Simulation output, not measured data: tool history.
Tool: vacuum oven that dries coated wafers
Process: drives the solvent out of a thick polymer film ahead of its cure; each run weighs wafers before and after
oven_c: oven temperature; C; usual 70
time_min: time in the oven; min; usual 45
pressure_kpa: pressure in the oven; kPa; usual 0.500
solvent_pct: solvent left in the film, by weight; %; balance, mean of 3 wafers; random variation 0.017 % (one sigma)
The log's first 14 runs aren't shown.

run,hour,oven_c,time_min,pressure_kpa,solvent_pct
15,188.1,70,35,0.653,1.13
16,206.6,70,35,0.653,1.10
17,225.2,70,35,0.653,1.11
18,244.5,70,27,0.500,1.82
19,257.8,77,46,0.521,0.24
20,271.5,60,48,0.581,2.22
21,281.3,60,48,0.581,2.25
22,296.9,60,45,0.606,2.52
23,308.5,82,52,0.500,0.16
24,322.2,62,52,0.500,1.49
25,336.1,62,52,0.500,1.49
26,350.8,68,56,1.747,1.06
27,359.4,68,56,1.747,1.05
28,380.0,75,35,1.747,0.88
29,399.3,81,24,0.555,0.48
30,410.6,81,24,0.555,0.48
31,423.1,81,32,0.444,0.25
32,442.2,68,39,1.046,1.36
33,459.1,70,39,0.500,0.83
34,478.0,70,61,1.352,0.70
35,496.0,70,61,1.352,0.70
36,507.9,70,61,1.352,0.68

Forecast each of these 4 alternatives for the next run:
A,517.3,70,31,1.047,?
B,517.3,77,23,0.340,?
C,517.3,66,48,1.310,?
D,517.3,68,79,0.315,?

run,solvent_pct
A,1.58
B,0.95
C,1.32
D,0.31
Without the tool's hidden state the same runs would have given:
run,solvent_pct
A,1.72
B,1.05
C,1.40
D,0.24
